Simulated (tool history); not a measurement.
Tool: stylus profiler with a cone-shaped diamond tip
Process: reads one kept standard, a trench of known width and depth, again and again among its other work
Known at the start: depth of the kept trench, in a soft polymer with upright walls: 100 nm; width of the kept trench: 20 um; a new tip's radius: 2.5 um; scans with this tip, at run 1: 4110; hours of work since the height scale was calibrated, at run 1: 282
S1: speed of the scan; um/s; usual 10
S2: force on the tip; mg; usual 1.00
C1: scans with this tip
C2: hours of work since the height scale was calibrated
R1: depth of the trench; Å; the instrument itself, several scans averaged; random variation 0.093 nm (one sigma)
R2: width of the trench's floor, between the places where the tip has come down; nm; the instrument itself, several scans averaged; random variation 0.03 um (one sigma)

run 1 hour=0.0 | S1=10 S2=1.00 | C1=4110 C2=282 | R1=1007.7 R2=18440
run 2 hour=26.0 | S1=10 S2=1.00 | C1=4263 C2=292 | R1=1007.3 R2=18400
run 3 hour=47.9 | S1=10 S2=1.00 | C1=4391 C2=301 | R1=1007.8 R2=18370
run 4 hour=60.1 | S1=10 S2=1.00 | C1=4463 C2=306 | R1=1007.9 R2=18430
run 5 hour=75.1 | S1=10 S2=1.00 | C1=4551 C2=312 | R1=1009.0 R2=18430
run 6 hour=98.2 | S1=10 S2=1.00 | C1=4686 C2=321 | R1=1008.7 R2=18370
run 7 hour=111.4 | S1=10 S2=1.81 | C1=4764 C2=327 | R1=1011.2 R2=18430
run 8 hour=135.6 | S1=10 S2=1.81 | C1=4906 C2=336 | R1=1012.8 R2=18450
run 9 hour=161.7 | S1=10 S2=1.81 | C1=5060 C2=347 | R1=1010.2 R2=18460
run 10 hour=175.7 | S1=10 S2=1.81 | C1=5142 C2=353 | R1=1010.3 R2=18450
run 11 hour=190.8 | S1=10 S2=1.00 | C1=5231 C2=359 | R1=1007.7 R2=18420
run 12 hour=219.9 | S1=10 S2=1.00 | C1=5401 C2=370 | R1=1006.7 R2=18380
run 13 hour=235.6 | S1=10 S2=1.00 | C1=5494 C2=377 | R1=1009.2 R2=18400
run 14 hour=259.0 | S1=10 S2=1.00 | C1=5631 C2=386 | R1=1007.0 R2=18370
run 15 hour=285.2 | S1=10 S2=1.00 | C1=5785 C2=397 | R1=1008.8 R2=18400
run 16 hour=303.5 | S1=10 S2=1.00 | C1=5893 C2=404 | R1=1007.4 R2=18390
run 17 hour=331.8 | S1=3 S2=1.00 | C1=6059 C2=416 | R1=1006.7 R2=18470
run 18 hour=345.6 | S1=39 S2=1.00 | C1=6140 C2=421 | R1=1006.8 R2=18090
run 19 hour=367.0 | S1=19 S2=1.00 | C1=6266 C2=430 | R1=1008.1 R2=18290
run 20 hour=384.7 | S1=19 S2=1.00 | C1=6370 C2=437 | R1=1008.6 R2=18310
run 21 hour=403.3 | S1=19 S2=0.60 | C1=6479 C2=444 | R1=1005.8 R2=18240
run 22 hour=416.1 | S1=19 S2=0.60 | C1=6555 C2=449 | R1=1006.9 R2=18220
run 23 hour=430.1 | S1=19 S2=0.60 | C1=6637 C2=455 | R1=1005.7 R2=18290
run 24 hour=453.2 | S1=6 S2=1.00 | C1=6773 C2=464 | R1=1008.7 R2=18390
run 25 hour=475.0 | S1=28 S2=2.05 | C1=6901 C2=473 | R1=1011.6 R2=18310
run 26 hour=495.3 | S1=28 S2=2.05 | C1=7020 C2=481 | R1=1011.8 R2=18290
run 27 hour=521.7 | S1=11 S2=2.28 | C1=7175 C2=492 | R1=1012.5 R2=18320
run 28 hour=542.3 | S1=11 S2=2.28 | C1=7296 C2=500 | R1=1012.1 R2=18440
run 29 hour=557.9 | S1=11 S2=0.54 | C1=7388 C2=507 | R1=1005.2 R2=18300
run 30 hour=582.0 | S1=2 S2=2.82 | C1=7529 C2=516 | R1=1014.1 R2=18480
run 31 hour=604.9 | S1=30 S2=1.83 | C1=7664 C2=526 | R1=1012.4 R2=18200
run 32 hour=623.0 | S1=13 S2=1.00 | C1=7770 C2=533 | R1=1009.7 R2=18330
run 33 hour=641.3 | S1=13 S2=1.00 | C1=7878 C2=540 | R1=1008.7 R2=18350
run 34 hour=669.6 | S1=3 S2=1.79 | C1=8044 C2=552 | R1=1011.1 R2=18410
run 35 hour=688.5 | S1=12 S2=0.95 | C1=8155 C2=559 | R1=1007.5 R2=18330
run 36 hour=715.9 | S1=22 S2=0.40 | C1=8316 C2=570 | R1=1006.1 R2=18140
run 37 hour=728.4 | S1=10 S2=0.54 | C1=8389 C2=575 | R1=1005.8 R2=18320
run 38 hour=744.7 | S1=9 S2=1.50 | C1=8485 C2=582 | R1=1010.8 R2=18340
run 39 hour=763.5 | S1=8 S2=0.40 | C1=8596 C2=589 | R1=1004.8 R2=18280
run 40 hour=779.7 | S1=5 S2=1.00 | C1=8691 C2=596 | R1=1009.2 R2=18410
run 41 hour=802.5 | S1=6 S2=1.25 | C1=8825 C2=605 | R1=1009.6 R2=18400
run 42 hour=815.3 | S1=6 S2=1.25 | C1=8900 C2=610 | R1=1009.9 R2=18350
run 43 hour=837.9 | S1=2 S2=0.83 | C1=9033 C2=619 | R1=1009.5 R2=18430
run 44 hour=860.5 | S1=2 S2=0.83 | C1=9166 C2=629 | R1=1007.2 R2=18380
run 45 hour=890.0 | S1=2 S2=0.83 | C1=9339 C2=640 | R1=1008.9 R2=18410
run 46 hour=909.2 | S1=2 S2=0.83 | C1=9452 C2=648 | R1=1007.9 R2=18390
run 47 hour=923.9 | S1=2 S2=0.83 | C1=9538 C2=654 | R1=1007.5 R2=18420

Some steps in R1 between neighbouring runs. How much of each would the tool show without its hidden state too (settings, what came in, random variation), and how much is left for the hidden state, with any gauge scatter that isn't in both results?
The hidden state here: radius of the tip, um; height scale over the true one, %; drift of the gauge itself on depth_nm, %; drift of the gauge itself on floor_um, %.
Run 1 -> 2: no setting changed, nothing entered. R1 -0.4 Å: hidden state +0.1, all else -0.5.
Run 3 -> 4: no setting changed, nothing entered. R1 +0.1 Å: hidden state +0.1, all else +0.0.
Run 4 -> 5: no setting changed, nothing entered. R1 +1.1 Å: hidden state -0.1, all else +1.2.
Run 28 -> 29: S2 2.28 -> 0.54. R1 -6.9 Å: hidden state -0.1, all else -6.8.
Run 29 -> 30: S1 11 -> 2, S2 0.54 -> 2.82. R1 +8.9 Å: hidden state +0.1, all else +8.8.
Run 38 -> 39: S1 9 -> 8, S2 1.50 -> 0.40. R1 -6.0 Å: hidden state -0.1, all else -5.9.
